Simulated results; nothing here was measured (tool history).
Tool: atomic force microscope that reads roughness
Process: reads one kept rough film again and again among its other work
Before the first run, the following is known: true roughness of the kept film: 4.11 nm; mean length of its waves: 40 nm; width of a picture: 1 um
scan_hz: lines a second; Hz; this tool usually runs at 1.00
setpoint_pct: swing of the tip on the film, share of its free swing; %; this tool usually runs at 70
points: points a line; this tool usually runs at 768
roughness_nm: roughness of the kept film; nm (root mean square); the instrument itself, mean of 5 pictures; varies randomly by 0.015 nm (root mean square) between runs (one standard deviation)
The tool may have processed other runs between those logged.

run,hour,scan_hz,setpoint_pct,points,roughness_nm
1,0.0,1.00,70,768,3.472
2,5.7,1.71,70,768,3.277
3,14.0,2.81,70,768,3.086
4,21.2,2.81,70,768,3.046
# hour 29.1: new tip fitted
5,31.3,1.00,60,768,3.711
6,40.2,1.00,60,768,3.681
7,45.9,1.00,69,768,3.557
8,53.1,2.52,69,768,3.239
9,60.9,1.74,88,768,2.942
10,73.9,0.82,84,893,3.278
# hour 75.9: height scale calibrated on a step standard
11,87.8,0.56,69,930,3.392
# hour 90.5: new tip fitted
12,95.5,1.48,70,1019,3.523
13,103.7,1.48,70,1019,3.471
14,109.7,2.77,80,768,2.918

Below are 3 alternative next runs, each starting from the tool's condition after run 14. Predict each:
A,120.4,0.92,75,485,?
B,120.4,2.77,80,265,?
C,120.4,1.18,80,768,?

run,roughness_nm
A,3.412
B,2.874
C,3.284
Had the tool no hidden state, the same runs would have come out as:
run,roughness_nm
A,3.579
B,3.014
C,3.444

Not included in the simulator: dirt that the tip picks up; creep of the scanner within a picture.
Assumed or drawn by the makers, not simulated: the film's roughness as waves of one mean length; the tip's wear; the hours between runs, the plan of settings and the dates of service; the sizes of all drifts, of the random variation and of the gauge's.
